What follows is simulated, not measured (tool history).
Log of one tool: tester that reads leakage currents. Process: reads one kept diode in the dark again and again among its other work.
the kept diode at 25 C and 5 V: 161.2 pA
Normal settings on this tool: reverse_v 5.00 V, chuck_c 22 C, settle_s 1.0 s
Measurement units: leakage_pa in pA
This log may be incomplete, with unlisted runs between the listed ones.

run   hour  reverse_v  chuck_c  settle_s  leakage_pa
  1    0.0       5.00       22       1.0      130.91
  2   66.6       5.00       32       1.0      266.22
  3  132.3       1.54       22       1.0       69.79
  4  170.4       1.54       22       1.0       69.85
  5  226.0       1.54       22       1.0       70.05
  6  296.1       1.54       22       1.0       69.37
  7  343.7       1.54       22       1.0       69.85
  8  387.1       1.54       22       1.0       69.59
  9  465.2       1.54       22       1.0       69.31
 10  527.9       2.65       22       1.0       92.91

Some steps in leakage_pa, run to run, broken into two amounts with sign: the step expected even without the hidden condition (settings, incoming material, random variation), and the rest, left for the hidden condition together with whatever gauge scatter is not in both the measured and the hidden-condition-free result:
The tool's hidden condition here consists of: stray current of the dirty probe card, pA a volt; current scale over the true one, %; true chuck temperature over the reading, C; drift of the gauge itself on leakage_pa, %.
Run 1 -> 2: chuck_c 22 -> 32. leakage_pa +135.31 pA: hidden state -1.80, all else +137.11.
Run 2 -> 3: reverse_v 5.00 -> 1.54, chuck_c 32 -> 22. leakage_pa -196.43 pA: hidden state +0.27, all else -196.70.
